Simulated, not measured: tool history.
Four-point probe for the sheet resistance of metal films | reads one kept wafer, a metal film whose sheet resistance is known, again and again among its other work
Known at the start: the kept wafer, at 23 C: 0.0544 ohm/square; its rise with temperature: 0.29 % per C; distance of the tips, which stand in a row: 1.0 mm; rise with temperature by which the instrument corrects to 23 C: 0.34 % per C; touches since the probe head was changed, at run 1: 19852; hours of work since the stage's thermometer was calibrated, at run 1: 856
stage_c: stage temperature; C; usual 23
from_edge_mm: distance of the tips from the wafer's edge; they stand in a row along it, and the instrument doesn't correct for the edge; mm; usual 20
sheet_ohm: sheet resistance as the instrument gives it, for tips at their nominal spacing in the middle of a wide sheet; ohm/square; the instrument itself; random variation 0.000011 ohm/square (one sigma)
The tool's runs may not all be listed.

run	day	stage_c	from_edge_mm	touches since the probe head was changed	hours of work since the stage's thermometer was calibrated	sheet_ohm
1	0	23	20	19852	856	0.054616
2	2.229	23	20	20495	882	0.054619
3	5.6	23	37	21470	921	0.054574
4	8.267	23	37	22240	952	0.054562
5	10.771	23	37	22963	981	0.054586
6	13.9	23	20	23868	1018	0.054647
7	15.338	23	20	24283	1034	0.054658
8	18.521	23	20	25202	1072	0.054649
# day 18.762: stage's thermometer calibrated
9	21.321	23	20	26005	30	0.054686
10	22.8	23	20	26433	47	0.054705
11	24.725	23	20	26989	70	0.054724
12	27.375	23	20	27754	100	0.054707
# day 28.704: stage's thermometer calibrated, once more
13	30.771	23	10	28729	24	0.054825
14	33.188	34	14	29427	52	0.054365
15	34.871	25	43	29914	72	0.054504
16	37.267	23	20	30606	100	0.054608
17	40.692	19	22	31596	140	0.054731
18	43.638	19	22	32446	174	0.05474
19	46.95	19	22	33404	213	0.054731
20	48.496	19	22	33850	231	0.054746
21	51.125	28	4	34610	261	0.056199
22	54.617	21	9	35618	302	0.054993
23	57.25	22	9	36379	333	0.054958
24	60.379	26	9	37283	369	0.054858
25	62.142	26	7	37792	390	0.055113

3 ways to go on from here, each from the tool as it stands after run 25. What would each give?
A	64.429	30	10	38452	416	?
B	64.429	26	24	38452	416	?
C	64.429	23	15	38452	416	?

run	sheet_ohm
A	0.054689
B	0.054539
C	0.054735
Without the tool's hidden state the same runs would have given:
run	sheet_ohm
A	0.054502
B	0.054352
C	0.054547

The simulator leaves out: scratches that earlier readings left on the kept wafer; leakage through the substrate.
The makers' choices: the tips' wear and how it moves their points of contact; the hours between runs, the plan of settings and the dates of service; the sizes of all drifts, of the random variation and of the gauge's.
